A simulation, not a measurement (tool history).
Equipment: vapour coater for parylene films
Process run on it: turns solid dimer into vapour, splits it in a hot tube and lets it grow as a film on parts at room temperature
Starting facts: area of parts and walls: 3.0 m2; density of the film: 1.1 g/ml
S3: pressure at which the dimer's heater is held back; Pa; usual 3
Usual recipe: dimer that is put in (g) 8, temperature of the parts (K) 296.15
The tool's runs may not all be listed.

run 1 hour=0 | dimer_that_is_put_in_(g)=8 temperature_of_the_parts_(K)=296.15 S3=3 | thickness_of_the_film_(µm)=1.19
run 2 hour=49 | dimer_that_is_put_in_(g)=8 temperature_of_the_parts_(K)=296.15 S3=3 | thickness_of_the_film_(µm)=1.19
run 3 hour=88.1 | dimer_that_is_put_in_(g)=8 temperature_of_the_parts_(K)=296.15 S3=3 | thickness_of_the_film_(µm)=1.12
run 4 hour=139.1 | dimer_that_is_put_in_(g)=8 temperature_of_the_parts_(K)=296.15 S3=3 | thickness_of_the_film_(µm)=1.17
run 5 hour=169.5 | dimer_that_is_put_in_(g)=8 temperature_of_the_parts_(K)=296.15 S3=3 | thickness_of_the_film_(µm)=1.15
run 6 hour=216.4 | dimer_that_is_put_in_(g)=6 temperature_of_the_parts_(K)=296.15 S3=3 | thickness_of_the_film_(µm)=0.86
run 7 hour=249 | dimer_that_is_put_in_(g)=8 temperature_of_the_parts_(K)=296.15 S3=3 | thickness_of_the_film_(µm)=1.21
run 8 hour=284 | dimer_that_is_put_in_(g)=12 temperature_of_the_parts_(K)=294.15 S3=6.49 | thickness_of_the_film_(µm)=1.62
run 9 hour=333.2 | dimer_that_is_put_in_(g)=12 temperature_of_the_parts_(K)=294.15 S3=6.49 | thickness_of_the_film_(µm)=1.63
run 10 hour=375.7 | dimer_that_is_put_in_(g)=12 temperature_of_the_parts_(K)=308.15 S3=8.38 | thickness_of_the_film_(µm)=0.79
run 11 hour=418.1 | dimer_that_is_put_in_(g)=12 temperature_of_the_parts_(K)=308.15 S3=8.38 | thickness_of_the_film_(µm)=0.77
run 12 hour=454.6 | dimer_that_is_put_in_(g)=6 temperature_of_the_parts_(K)=292.15 S3=3 | thickness_of_the_film_(µm)=1.06
run 13 hour=475.2 | dimer_that_is_put_in_(g)=8 temperature_of_the_parts_(K)=296.15 S3=3 | thickness_of_the_film_(µm)=1.16
run 14 hour=502.7 | dimer_that_is_put_in_(g)=8 temperature_of_the_parts_(K)=296.15 S3=3 | thickness_of_the_film_(µm)=1.15

Predict each of these 4 candidate next runs independently; none follows another, all start after run 14:
run A hour=548.2 | dimer_that_is_put_in_(g)=9 temperature_of_the_parts_(K)=292.15 S3=9.7 | thickness_of_the_film_(µm)=?
run B hour=548.2 | dimer_that_is_put_in_(g)=8 temperature_of_the_parts_(K)=292.15 S3=3 | thickness_of_the_film_(µm)=?
run C hour=548.2 | dimer_that_is_put_in_(g)=13 temperature_of_the_parts_(K)=296.15 S3=3 | thickness_of_the_film_(µm)=?
run D hour=548.2 | dimer_that_is_put_in_(g)=8 temperature_of_the_parts_(K)=298.15 S3=3 | thickness_of_the_film_(µm)=?

run=A thickness_of_the_film_(µm)=1.18
run=B thickness_of_the_film_(µm)=1.41
run=C thickness_of_the_film_(µm)=1.85
run=D thickness_of_the_film_(µm)=1.05
Take away the tool's hidden state, keep each run's random variation, and the runs would have read:
run=A thickness_of_the_film_(µm)=1.35
run=B thickness_of_the_film_(µm)=1.61
run=C thickness_of_the_film_(µm)=2.13
run=D thickness_of_the_film_(µm)=1.2

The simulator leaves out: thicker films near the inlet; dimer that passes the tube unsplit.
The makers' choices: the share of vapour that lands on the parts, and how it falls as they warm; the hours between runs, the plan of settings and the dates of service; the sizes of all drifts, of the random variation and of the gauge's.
